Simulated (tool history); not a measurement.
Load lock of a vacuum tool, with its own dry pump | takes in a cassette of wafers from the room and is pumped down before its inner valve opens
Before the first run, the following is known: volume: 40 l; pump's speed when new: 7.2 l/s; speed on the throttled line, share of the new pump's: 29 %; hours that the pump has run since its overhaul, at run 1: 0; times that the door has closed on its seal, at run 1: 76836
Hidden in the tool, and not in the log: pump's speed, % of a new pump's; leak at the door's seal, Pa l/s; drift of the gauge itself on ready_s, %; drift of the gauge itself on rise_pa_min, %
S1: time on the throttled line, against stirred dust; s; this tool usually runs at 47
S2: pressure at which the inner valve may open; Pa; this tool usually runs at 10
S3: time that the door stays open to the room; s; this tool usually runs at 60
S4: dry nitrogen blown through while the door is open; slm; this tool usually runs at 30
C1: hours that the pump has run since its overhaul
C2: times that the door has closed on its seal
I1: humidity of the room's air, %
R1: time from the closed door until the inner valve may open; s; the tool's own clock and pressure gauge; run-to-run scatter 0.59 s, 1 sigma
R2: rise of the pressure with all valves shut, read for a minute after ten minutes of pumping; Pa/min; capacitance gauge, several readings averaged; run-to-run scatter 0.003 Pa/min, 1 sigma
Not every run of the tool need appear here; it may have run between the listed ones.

{"run": 1, "day": 0.0, "S1": 47, "S2": 10, "S3": 60, "S4": 30, "C1": 0, "C2": 76836, "I1": 43.3, "R1": 85.8, "R2": 0.641}
{"run": 2, "day": 16.308, "S1": 47, "S2": 10, "S3": 60, "S4": 30, "C1": 391, "C2": 78258, "I1": 43.2, "R1": 85.4, "R2": 0.649}
{"day": 21.225, "done": "door's seal changed, seat wiped"}
{"run": 3, "day": 35.075, "S1": 47, "S2": 10, "S3": 60, "S4": 30, "C1": 840, "C2": 1207, "I1": 44.4, "R1": 86.1, "R2": 0.052}
{"run": 4, "day": 49.721, "S1": 26, "S2": 10, "S3": 60, "S4": 30, "C1": 1192, "C2": 2484, "I1": 43.0, "R1": 71.3, "R2": 0.054}
{"run": 5, "day": 61.062, "S1": 47, "S2": 10, "S3": 60, "S4": 30, "C1": 1464, "C2": 3473, "I1": 44.3, "R1": 85.5, "R2": 0.057}
{"run": 6, "day": 69.7, "S1": 47, "S2": 10, "S3": 60, "S4": 30, "C1": 1671, "C2": 4226, "I1": 44.0, "R1": 85.9, "R2": 0.062}
{"run": 7, "day": 84.046, "S1": 47, "S2": 15, "S3": 60, "S4": 30, "C1": 2016, "C2": 5476, "I1": 45.3, "R1": 83.9, "R2": 0.065}
{"run": 8, "day": 105.046, "S1": 47, "S2": 10, "S3": 60, "S4": 30, "C1": 2520, "C2": 7307, "I1": 45.3, "R1": 87.4, "R2": 0.073}
{"run": 9, "day": 120.879, "S1": 47, "S2": 10, "S3": 60, "S4": 30, "C1": 2900, "C2": 8687, "I1": 46.1, "R1": 87.2, "R2": 0.085}
{"run": 10, "day": 136.954, "S1": 47, "S2": 10, "S3": 60, "S4": 30, "C1": 3285, "C2": 10088, "I1": 43.9, "R1": 86.6, "R2": 0.076}
{"run": 11, "day": 145.629, "S1": 47, "S2": 10, "S3": 60, "S4": 30, "C1": 3494, "C2": 10844, "I1": 43.0, "R1": 88.0, "R2": 0.082}
{"run": 12, "day": 159.558, "S1": 47, "S2": 10, "S3": 60, "S4": 30, "C1": 3828, "C2": 12059, "I1": 41.7, "R1": 87.1, "R2": 0.083}
{"run": 13, "day": 180.421, "S1": 47, "S2": 10, "S3": 60, "S4": 30, "C1": 4329, "C2": 13877, "I1": 44.9, "R1": 88.6, "R2": 0.102}
{"run": 14, "day": 192.738, "S1": 47, "S2": 9, "S3": 60, "S4": 30, "C1": 4624, "C2": 14951, "I1": 48.3, "R1": 89.3, "R2": 0.102}
{"run": 15, "day": 204.717, "S1": 47, "S2": 9, "S3": 60, "S4": 22, "C1": 4912, "C2": 15995, "I1": 45.1, "R1": 90.6, "R2": 0.115}
{"run": 16, "day": 224.783, "S1": 47, "S2": 9, "S3": 60, "S4": 22, "C1": 5393, "C2": 17744, "I1": 43.8, "R1": 89.9, "R2": 0.122}
{"run": 17, "day": 242.362, "S1": 47, "S2": 9, "S3": 60, "S4": 30, "C1": 5815, "C2": 19277, "I1": 46.5, "R1": 89.6, "R2": 0.122}
{"run": 18, "day": 258.554, "S1": 47, "S2": 9, "S3": 60, "S4": 30, "C1": 6204, "C2": 20688, "I1": 45.4, "R1": 90.4, "R2": 0.133}
{"run": 19, "day": 277.8, "S1": 47, "S2": 9, "S3": 60, "S4": 30, "C1": 6666, "C2": 22366, "I1": 45.9, "R1": 90.1, "R2": 0.138}
{"run": 20, "day": 293.933, "S1": 47, "S2": 10, "S3": 118, "S4": 4, "C1": 7053, "C2": 23772, "I1": 44.6, "R1": 90.0, "R2": 0.226}
{"run": 21, "day": 306.567, "S1": 47, "S2": 15, "S3": 118, "S4": 8, "C1": 7356, "C2": 24874, "I1": 46.8, "R1": 88.0, "R2": 0.218}
{"run": 22, "day": 317.104, "S1": 27, "S2": 8, "S3": 28, "S4": 17, "C1": 7609, "C2": 25792, "I1": 47.3, "R1": 78.1, "R2": 0.148}
{"run": 23, "day": 328.025, "S1": 27, "S2": 15, "S3": 28, "S4": 5, "C1": 7871, "C2": 26744, "I1": 44.3, "R1": 74.4, "R2": 0.162}
{"run": 24, "day": 348.642, "S1": 43, "S2": 8, "S3": 216, "S4": 5, "C1": 8366, "C2": 28541, "I1": 43.9, "R1": 89.6, "R2": 0.311}
{"run": 25, "day": 359.217, "S1": 43, "S2": 8, "S3": 216, "S4": 13, "C1": 8620, "C2": 29463, "I1": 45.1, "R1": 89.8, "R2": 0.291}
{"run": 26, "day": 369.583, "S1": 27, "S2": 10, "S3": 60, "S4": 30, "C1": 8869, "C2": 30367, "I1": 45.6, "R1": 77.4, "R2": 0.188}
{"run": 27, "day": 387.425, "S1": 92, "S2": 10, "S3": 35, "S4": 30, "C1": 9297, "C2": 31922, "I1": 45.2, "R1": 120.6, "R2": 0.187}
{"run": 28, "day": 408.304, "S1": 92, "S2": 10, "S3": 35, "S4": 30, "C1": 9798, "C2": 33742, "I1": 44.7, "R1": 121.6, "R2": 0.197}
{"run": 29, "day": 424.471, "S1": 61, "S2": 11, "S3": 111, "S4": 19, "C1": 10186, "C2": 35151, "I1": 46.9, "R1": 100.6, "R2": 0.269}
{"run": 30, "day": 435.292, "S1": 47, "S2": 19, "S3": 72, "S4": 38, "C1": 10446, "C2": 36095, "I1": 45.4, "R1": 87.1, "R2": 0.228}
{"run": 31, "day": 448.133, "S1": 59, "S2": 11, "S3": 60, "S4": 30, "C1": 10754, "C2": 37214, "I1": 43.8, "R1": 99.6, "R2": 0.238}
{"run": 32, "day": 465.917, "S1": 54, "S2": 19, "S3": 60, "S4": 40, "C1": 11180, "C2": 38764, "I1": 44.8, "R1": 92.8, "R2": 0.243}
{"run": 33, "day": 480.667, "S1": 54, "S2": 12, "S3": 60, "S4": 8, "C1": 11534, "C2": 40050, "I1": 41.0, "R1": 97.1, "R2": 0.272}
{"run": 34, "day": 496.617, "S1": 54, "S2": 12, "S3": 60, "S4": 8, "C1": 11917, "C2": 41440, "I1": 42.5, "R1": 96.9, "R2": 0.292}
{"run": 35, "day": 506.596, "S1": 49, "S2": 12, "S3": 88, "S4": 8, "C1": 12157, "C2": 42310, "I1": 45.3, "R1": 95.1, "R2": 0.321}
{"run": 36, "day": 515.133, "S1": 47, "S2": 10, "S3": 60, "S4": 43, "C1": 12362, "C2": 43055, "I1": 45.0, "R1": 94.8, "R2": 0.283}
{"run": 37, "day": 524.412, "S1": 70, "S2": 10, "S3": 60, "S4": 19, "C1": 12584, "C2": 43864, "I1": 44.2, "R1": 109.5, "R2": 0.294}
{"run": 38, "day": 544.7, "S1": 70, "S2": 11, "S3": 60, "S4": 19, "C1": 13071, "C2": 45632, "I1": 48.2, "R1": 108.8, "R2": 0.317}

Results for each run, recomputed without the tool's hidden state and with each run's random variation untouched:
run=1 R1=85.1 R2=0.054
run=2 R1=84.5 R2=0.043
run=3 R1=85.0 R2=0.048
run=4 R1=69.8 R2=0.047
run=5 R1=84.1 R2=0.047
run=6 R1=84.4 R2=0.050
run=7 R1=82.3 R2=0.049
run=8 R1=85.4 R2=0.050
run=9 R1=84.9 R2=0.056
run=10 R1=84.1 R2=0.044
run=11 R1=85.3 R2=0.046
run=12 R1=84.2 R2=0.042
run=13 R1=85.4 R2=0.052
run=14 R1=85.8 R2=0.050
run=15 R1=87.0 R2=0.056
run=16 R1=86.0 R2=0.055
run=17 R1=85.4 R2=0.047
run=18 R1=85.9 R2=0.050
run=19 R1=85.3 R2=0.046
run=20 R1=85.0 R2=0.127
run=21 R1=83.1 R2=0.113
run=22 R1=71.7 R2=0.036
run=23 R1=68.2 R2=0.046
run=24 R1=83.4 R2=0.181
run=25 R1=83.3 R2=0.154
run=26 R1=70.1 R2=0.051
run=27 R1=116.3 R2=0.037
run=28 R1=117.0 R2=0.036
run=29 R1=94.1 R2=0.092
run=30 R1=80.3 R2=0.049
run=31 R1=92.6 R2=0.050
run=32 R1=85.9 R2=0.042
run=33 R1=89.4 R2=0.062
run=34 R1=88.9 R2=0.068
run=35 R1=86.5 R2=0.093
run=36 R1=85.5 R2=0.042
run=37 R1=101.8 R2=0.054
run=38 R1=101.0 R2=0.061
